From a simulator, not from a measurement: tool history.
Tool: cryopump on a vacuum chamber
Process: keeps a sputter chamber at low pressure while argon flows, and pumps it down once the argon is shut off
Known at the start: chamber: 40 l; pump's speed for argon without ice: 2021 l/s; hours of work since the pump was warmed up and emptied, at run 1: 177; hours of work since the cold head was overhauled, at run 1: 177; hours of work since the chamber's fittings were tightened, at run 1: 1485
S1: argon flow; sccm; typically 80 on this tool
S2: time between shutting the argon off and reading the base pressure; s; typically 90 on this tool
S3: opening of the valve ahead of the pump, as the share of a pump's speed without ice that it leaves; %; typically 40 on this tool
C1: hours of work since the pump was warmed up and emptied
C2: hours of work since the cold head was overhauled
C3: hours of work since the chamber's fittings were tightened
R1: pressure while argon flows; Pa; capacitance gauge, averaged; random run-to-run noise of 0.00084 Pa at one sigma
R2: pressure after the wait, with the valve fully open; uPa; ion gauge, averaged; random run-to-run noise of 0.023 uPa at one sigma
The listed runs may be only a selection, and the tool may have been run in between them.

run 1 hour=0.0 | S1=80 S2=90 S3=40 | C1=177 C2=177 C3=1485 | R1=0.1709 R2=1.44
run 2 hour=11.3 | S1=80 S2=101 S3=40 | C1=186 C2=186 C3=1494 | R1=0.1719 R2=1.31
run 3 hour=23.9 | S1=80 S2=101 S3=40 | C1=196 C2=196 C3=1503 | R1=0.1729 R2=1.29
run 4 hour=33.7 | S1=80 S2=101 S3=40 | C1=203 C2=203 C3=1511 | R1=0.1723 R2=1.39
run 5 hour=41.5 | S1=80 S2=281 S3=40 | C1=209 C2=209 C3=1517 | R1=0.1725 R2=1.01
run 6 hour=48.2 | S1=80 S2=281 S3=40 | C1=214 C2=214 C3=1522 | R1=0.1736 R2=0.99
run 7 hour=62.9 | S1=80 S2=281 S3=40 | C1=226 C2=226 C3=1533 | R1=0.1719 R2=0.92
run 8 hour=71.7 | S1=80 S2=72 S3=40 | C1=233 C2=233 C3=1540 | R1=0.1729 R2=1.61
run 9 hour=86.0 | S1=80 S2=90 S3=40 | C1=244 C2=244 C3=1551 | R1=0.1713 R2=1.40
run 10 hour=98.0 | S1=80 S2=90 S3=40 | C1=253 C2=253 C3=1561 | R1=0.1739 R2=1.43
run 11 hour=110.7 | S1=80 S2=90 S3=40 | C1=263 C2=263 C3=1571 | R1=0.1743 R2=1.47
run 12 hour=124.3 | S1=80 S2=90 S3=40 | C1=273 C2=273 C3=1581 | R1=0.1747 R2=1.50
run 13 hour=138.7 | S1=154 S2=26 S3=40 | C1=284 C2=284 C3=1592 | R1=0.3355 R2=3.09
run 14 hour=146.0 | S1=85 S2=189 S3=16 | C1=290 C2=290 C3=1598 | R1=0.4513 R2=1.16
run 15 hour=157.3 | S1=80 S2=33 S3=50 | C1=299 C2=299 C3=1607 | R1=0.1414 R2=2.66
run 16 hour=172.5 | S1=80 S2=33 S3=50 | C1=311 C2=311 C3=1618 | R1=0.1417 R2=2.55
run 17 hour=184.3 | S1=80 S2=33 S3=50 | C1=320 C2=320 C3=1627 | R1=0.1419 R2=2.65
run 18 hour=199.8 | S1=80 S2=33 S3=50 | C1=332 C2=332 C3=1640 | R1=0.1418 R2=2.62
run 19 hour=213.2 | S1=80 S2=196 S3=40 | C1=342 C2=342 C3=1650 | R1=0.1767 R2=1.19
run 20 hour=222.2 | S1=80 S2=196 S3=40 | C1=349 C2=349 C3=1657 | R1=0.1760 R2=1.18
run 21 hour=237.8 | S1=80 S2=196 S3=40 | C1=361 C2=361 C3=1669 | R1=0.1771 R2=1.17
run 22 hour=248.9 | S1=51 S2=34 S3=37 | C1=370 C2=370 C3=1677 | R1=0.1202 R2=2.64
run 23 hour=260.3 | S1=51 S2=34 S3=37 | C1=379 C2=379 C3=1686 | R1=0.1220 R2=2.57

What if the next run were any one of these 5? Each begins from the tool's condition after run 23:
run A hour=271.9 | S1=51 S2=38 S3=37 | C1=388 C2=388 C3=1695 | R1=? R2=?
run B hour=271.9 | S1=35 S2=90 S3=40 | C1=388 C2=388 C3=1695 | R1=? R2=?
run C hour=271.9 | S1=98 S2=20 S3=40 | C1=388 C2=388 C3=1695 | R1=? R2=?
run D hour=271.9 | S1=134 S2=228 S3=36 | C1=388 C2=388 C3=1695 | R1=? R2=?
run E hour=271.9 | S1=80 S2=38 S3=40 | C1=388 C2=388 C3=1695 | R1=? R2=?

run=A R1=0.1210 R2=2.43
run=B R1=0.0785 R2=1.56
run=C R1=0.2179 R2=3.86
run=D R1=0.3271 R2=1.18
run=E R1=0.1766 R2=2.49
Had the tool no hidden state, the same runs would have come out as:
run=A R1=0.1146 R2=1.67
run=B R1=0.0740 R2=0.78
run=C R1=0.2055 R2=3.08
run=D R1=0.3101 R2=0.40
run=E R1=0.1664 R2=1.71
